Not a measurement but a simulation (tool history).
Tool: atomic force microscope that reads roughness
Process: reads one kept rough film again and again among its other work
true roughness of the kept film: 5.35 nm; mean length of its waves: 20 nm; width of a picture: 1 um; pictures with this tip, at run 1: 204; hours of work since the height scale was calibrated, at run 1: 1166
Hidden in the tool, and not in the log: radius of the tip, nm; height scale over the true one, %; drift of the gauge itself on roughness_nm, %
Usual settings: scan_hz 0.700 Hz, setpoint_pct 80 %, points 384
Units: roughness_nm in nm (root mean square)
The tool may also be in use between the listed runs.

run     day  scan_hz  setpoint_pct  points  pictures with this tip  hours of work since the height scale was calibrated  roughness_nm
  1   0.000    0.700            80     384                     204                                                 1166         2.728
  2   1.617    0.700            80     384                     290                                                 1197         2.403
      2.588  -- new tip fitted
  3   3.467    0.700            80    1014                      48                                                 1231         3.492
  4   4.475    0.700            80    1014                     102                                                 1250         3.139
  5   5.533    0.700            80     384                     158                                                 1270         2.813
  6   6.354    0.700            85     384                     202                                                 1286         2.592
  7   7.154    0.700            85     384                     245                                                 1301         2.420
  8   8.058    0.700            77     435                     294                                                 1318         2.328
      8.888  -- new tip fitted
  9   9.700    2.793            59     859                      44                                                 1349         3.440
 10  11.029    2.793            59     859                     115                                                 1374         2.999
 11  11.875    2.467            80     384                     160                                                 1390         2.354

Forecast each of these 3 alternatives for the next run:
  A  13.267    0.534            80     672                     235                                                 1416             ?
  B  13.267    2.428            85     458                     235                                                 1416             ?
  C  13.267    1.537            73     384                     235                                                 1416             ?

run  roughness_nm
  A         2.545
  B         2.000
  C         2.382
Without the tool's hidden state the same runs would have given:
run  roughness_nm
  A         3.978
  B         3.125
  C         3.724
